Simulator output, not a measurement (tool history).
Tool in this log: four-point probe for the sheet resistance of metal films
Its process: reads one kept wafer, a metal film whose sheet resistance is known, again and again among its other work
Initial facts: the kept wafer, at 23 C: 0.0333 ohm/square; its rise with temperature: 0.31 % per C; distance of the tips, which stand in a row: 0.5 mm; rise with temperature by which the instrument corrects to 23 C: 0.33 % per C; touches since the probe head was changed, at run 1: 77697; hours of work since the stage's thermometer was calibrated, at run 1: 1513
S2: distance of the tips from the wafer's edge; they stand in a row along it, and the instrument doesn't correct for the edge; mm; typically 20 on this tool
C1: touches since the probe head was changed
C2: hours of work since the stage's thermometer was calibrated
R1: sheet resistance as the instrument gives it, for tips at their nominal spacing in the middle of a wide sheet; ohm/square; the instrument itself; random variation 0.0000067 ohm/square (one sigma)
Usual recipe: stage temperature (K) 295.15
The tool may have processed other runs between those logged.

Run 1, hour 0: usual settings; C1 77697; C2 1513. Result: R1 0.033075 ohm/square.
Run 2, hour 67.7: usual settings but S2 21 mm; C1 79665; C2 1542. Result: R1 0.033068 ohm/square.
Run 3, hour 170: usual settings but S2 21 mm; C1 82640; C2 1585. Result: R1 0.03307 ohm/square.
Run 4, hour 254.1: usual settings but stage temperature (K) 301.15; C1 85084; C2 1621. Result: R1 0.033017 ohm/square.
Run 5, hour 331.7: usual settings but stage temperature (K) 301.15; C1 87340; C2 1654. Result: R1 0.032992 ohm/square.
Run 6, hour 389.9: usual settings but stage temperature (K) 301.15, S2 13 mm; C1 89031; C2 1679. Result: R1 0.033008 ohm/square.
At hour 398.7: stage's thermometer calibrated.
Run 7, hour 437.9: usual settings but stage temperature (K) 291.15, S2 3 mm; C1 90413; C2 17. Result: R1 0.033558 ohm/square.
Run 8, hour 542.2: usual settings but stage temperature (K) 304.15, S2 37 mm; C1 93444; C2 61. Result: R1 0.032931 ohm/square.
Run 9, hour 603.4: usual settings but stage temperature (K) 302.15, S2 37 mm; C1 95223; C2 87. Result: R1 0.032962 ohm/square.
Run 10, hour 672.2: usual settings but stage temperature (K) 302.15, S2 37 mm; C1 97222; C2 116. Result: R1 0.032954 ohm/square.
Run 11, hour 779.3: usual settings but stage temperature (K) 302.15, S2 37 mm; C1 100335; C2 161. Result: R1 0.032941 ohm/square.

Run 12 is up next; what results do you expect?
Run 12, hour 827.8: usual settings but stage temperature (K) 300.15; C1 101745; C2 182. Result: R1 ?.

R1: 0.032986 ohm/square
The same run, on a tool lacking any hidden state, would have yielded R1 0.033293 ohm/square.
